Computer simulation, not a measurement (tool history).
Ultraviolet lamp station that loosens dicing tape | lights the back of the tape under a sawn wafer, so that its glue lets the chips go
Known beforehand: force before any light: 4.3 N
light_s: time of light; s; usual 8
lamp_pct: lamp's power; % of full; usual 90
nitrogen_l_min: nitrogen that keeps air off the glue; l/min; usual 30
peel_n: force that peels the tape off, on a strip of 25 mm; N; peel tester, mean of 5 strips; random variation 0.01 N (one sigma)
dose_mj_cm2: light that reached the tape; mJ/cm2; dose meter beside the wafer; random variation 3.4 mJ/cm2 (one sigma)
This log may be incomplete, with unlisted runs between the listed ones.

| run | hour | light_s | lamp_pct | nitrogen_l_min | peel_n | dose_mj_cm2 |
|---|---|---|---|---|---|---|
| 1 | 0.0 | 8 | 90 | 30 | 0.426 | 554 |
| 2 | 5.8 | 8 | 90 | 30 | 0.426 | 551 |
| 3 | 18.9 | 8 | 90 | 30 | 0.438 | 550 |
| 4 | 25.5 | 8 | 90 | 30 | 0.438 | 547 |
| 5 | 33.8 | 8 | 90 | 30 | 0.421 | 549 |
| 6 | 41.1 | 8 | 90 | 30 | 0.444 | 553 |
| 7 | 50.7 | 8 | 90 | 30 | 0.436 | 554 |
| 8 | 59.0 | 8 | 90 | 30 | 0.428 | 549 |
| 9 | 65.1 | 8 | 90 | 30 | 0.429 | 549 |
|  | 72.1 | window cleaned of glue's vapour |
| 10 | 74.9 | 8 | 90 | 30 | 0.433 | 550 |
| 11 | 85.9 | 8 | 90 | 30 | 0.425 | 552 |
| 12 | 97.9 | 8 | 90 | 30 | 0.432 | 548 |
| 13 | 105.3 | 8 | 90 | 30 | 0.446 | 549 |
| 14 | 116.3 | 8 | 90 | 30 | 0.424 | 551 |
| 15 | 127.9 | 8 | 90 | 30 | 0.428 | 549 |
| 16 | 136.8 | 8 | 65 | 58 | 0.495 | 398 |
| 17 | 148.6 | 8 | 65 | 58 | 0.510 | 400 |
| 18 | 156.8 | 8 | 65 | 58 | 0.503 | 401 |
| 19 | 167.6 | 15 | 91 | 14 | 0.278 | 1045 |
| 20 | 181.2 | 15 | 91 | 14 | 0.293 | 1046 |
| 21 | 192.9 | 8 | 73 | 14 | 0.899 | 451 |
| 22 | 198.9 | 8 | 73 | 14 | 0.892 | 449 |
| 23 | 206.9 | 8 | 73 | 14 | 0.861 | 445 |
| 24 | 219.3 | 9 | 85 | 51 | 0.299 | 589 |
| 25 | 233.2 | 9 | 85 | 51 | 0.326 | 584 |
| 26 | 243.1 | 9 | 62 | 51 | 0.478 | 427 |
| 27 | 253.7 | 8 | 90 | 33 | 0.403 | 550 |
| 28 | 261.4 | 8 | 90 | 33 | 0.400 | 552 |
| 29 | 268.0 | 5 | 74 | 12 | 1.690 | 285 |

Branching from run 29: 5 alternative next runs. What would each branch give?
| A | 281.3 | 8 | 63 | 30 | ? | ? |
| B | 281.3 | 5 | 74 | 12 | ? | ? |
| C | 281.3 | 5 | 64 | 16 | ? | ? |
| D | 281.3 | 7 | 98 | 51 | ? | ? |
| E | 281.3 | 5 | 79 | 12 | ? | ? |

| run | peel_n | dose_mj_cm2 |
|---|---|---|
| A | 0.749 | 390 |
| B | 1.601 | 284 |
| C | 1.709 | 244 |
| D | 0.352 | 530 |
| E | 1.563 | 303 |
Take away the tool's hidden state, keep each run's random variation, and the runs would have read:
| run | peel_n | dose_mj_cm2 |
|---|---|---|
| A | 0.748 | 390 |
| B | 1.599 | 284 |
| C | 1.708 | 245 |
| D | 0.352 | 531 |
| E | 1.561 | 303 |
